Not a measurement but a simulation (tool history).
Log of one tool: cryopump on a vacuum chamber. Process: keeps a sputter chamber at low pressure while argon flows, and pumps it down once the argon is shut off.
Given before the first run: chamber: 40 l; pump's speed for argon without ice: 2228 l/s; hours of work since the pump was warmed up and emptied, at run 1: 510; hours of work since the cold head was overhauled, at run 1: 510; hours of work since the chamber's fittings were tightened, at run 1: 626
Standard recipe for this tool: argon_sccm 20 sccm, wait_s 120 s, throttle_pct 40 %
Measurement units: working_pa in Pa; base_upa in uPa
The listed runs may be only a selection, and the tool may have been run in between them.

run,hour,argon_sccm,wait_s,throttle_pct,hours of work since the pump was warmed up and emptied,hours of work since the cold head was overhauled,hours of work since the chamber's fittings were tightened,working_pa,base_upa
1,0.0,20,120,40,510,510,626,0.0407,0.57
2,17.7,20,120,40,523,523,639,0.0407,0.51
3,27.1,20,120,40,530,530,646,0.0408,0.55
4,39.1,20,134,40,539,539,655,0.0411,0.58
5,55.9,31,134,40,551,551,667,0.0642,0.60
6,73.5,31,134,40,564,564,680,0.0640,0.62
7,89.6,31,134,40,576,576,692,0.0639,0.55
8,105.6,20,120,40,588,588,704,0.0402,0.57
9,115.3,20,120,40,595,595,711,0.0408,0.64
10,130.8,20,120,40,607,607,723,0.0420,0.62
11,143.1,9,120,40,616,616,732,0.0187,0.57
12,154.8,20,98,40,625,625,741,0.0412,0.65
13,169.4,20,98,40,636,636,751,0.0417,0.66
14,186.4,32,192,39,648,648,764,0.0673,0.52
15,196.5,32,192,39,656,656,772,0.0678,0.56
16,208.1,34,32,37,664,664,780,0.0753,1.28
17,220.3,34,32,37,673,673,789,0.0766,1.35
18,234.5,16,99,40,684,684,800,0.0334,0.67
19,249.4,18,178,26,695,695,811,0.0561,0.60
20,260.9,14,38,26,703,703,819,0.0443,1.13
21,275.1,14,38,26,714,714,830,0.0435,1.16
22,293.8,20,66,55,728,728,844,0.0315,0.88
23,305.7,20,67,55,737,737,853,0.0317,0.87
24,324.7,20,157,27,751,751,867,0.0615,0.59

4 options for the next run, each taken on its own from the tool as it stands now. Forecast them:
A,343.4,20,157,15,765,765,881,?,?
B,343.4,20,157,39,765,765,881,?,?
C,343.4,11,157,27,765,765,881,?,?
D,343.4,20,58,27,765,765,881,?,?

run,working_pa,base_upa
A,0.1057,0.62
B,0.0430,0.64
C,0.0338,0.60
D,0.0608,0.92
Take away the tool's hidden state, keep each run's random variation, and the runs would have read:
run,working_pa,base_upa
A,0.1014,0.33
B,0.0386,0.34
C,0.0314,0.31
D,0.0564,0.63
